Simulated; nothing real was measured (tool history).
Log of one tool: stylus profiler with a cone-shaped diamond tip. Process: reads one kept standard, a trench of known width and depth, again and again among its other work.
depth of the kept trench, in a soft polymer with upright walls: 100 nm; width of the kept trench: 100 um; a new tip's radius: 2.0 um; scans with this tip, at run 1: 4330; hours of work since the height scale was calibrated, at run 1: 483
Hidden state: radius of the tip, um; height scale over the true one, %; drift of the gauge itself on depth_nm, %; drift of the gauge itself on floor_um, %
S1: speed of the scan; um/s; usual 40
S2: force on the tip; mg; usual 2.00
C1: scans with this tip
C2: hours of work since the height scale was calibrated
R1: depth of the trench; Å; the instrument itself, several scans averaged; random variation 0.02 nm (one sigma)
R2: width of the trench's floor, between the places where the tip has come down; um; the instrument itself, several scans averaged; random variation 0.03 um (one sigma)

| run | hour | S1 | S2 | C1 | C2 | R1 | R2 |
|---|---|---|---|---|---|---|---|
| 1 | 0.0 | 40 | 2.00 | 4330 | 483 | 1009.2 | 98.23 |
| 2 | 17.8 | 40 | 2.00 | 4415 | 492 | 1009.0 | 98.24 |
| 3 | 31.9 | 14 | 2.00 | 4483 | 500 | 1009.4 | 98.38 |
| 4 | 51.8 | 86 | 2.00 | 4579 | 510 | 1009.2 | 97.98 |
| 5 | 82.5 | 86 | 2.00 | 4726 | 527 | 1009.0 | 97.96 |
| 6 | 99.3 | 40 | 2.00 | 4806 | 536 | 1009.2 | 98.29 |
| 7 | 126.8 | 40 | 3.08 | 4938 | 550 | 1012.4 | 98.23 |
| 8 | 142.1 | 40 | 2.00 | 5012 | 559 | 1009.1 | 98.21 |
| 9 | 161.9 | 40 | 2.00 | 5107 | 569 | 1008.6 | 98.19 |
| 10 | 191.5 | 23 | 2.00 | 5249 | 585 | 1009.0 | 98.29 |
| 11 | 208.3 | 40 | 2.08 | 5329 | 594 | 1009.5 | 98.18 |
| 12 | 232.5 | 40 | 1.86 | 5445 | 607 | 1008.0 | 98.19 |
| 13 | 250.2 | 15 | 1.37 | 5531 | 616 | 1006.2 | 98.36 |
| 14 | 266.6 | 158 | 0.96 | 5609 | 625 | 1004.1 | 97.15 |
| 15 | 284.2 | 99 | 3.11 | 5694 | 635 | 1012.1 | 97.94 |
| 16 | 306.7 | 17 | 0.67 | 5802 | 647 | 1002.6 | 98.28 |

Measured less the same run without the tool's hidden state. The same run-to-run variation is in both; the gauge's scatter may not be:
| run | R1 | R2 |
|---|---|---|
| 1 | -2.2 | -0.27 |
| 2 | -2.2 | -0.28 |
| 3 | -2.3 | -0.28 |
| 4 | -2.3 | -0.29 |
| 5 | -2.4 | -0.30 |
| 6 | -2.5 | -0.31 |
| 7 | -2.5 | -0.31 |
| 8 | -2.5 | -0.32 |
| 9 | -2.6 | -0.32 |
| 10 | -2.7 | -0.33 |
| 11 | -2.6 | -0.33 |
| 12 | -2.7 | -0.34 |
| 13 | -2.8 | -0.34 |
| 14 | -2.8 | -0.35 |
| 15 | -2.9 | -0.35 |
| 16 | -2.8 | -0.36 |
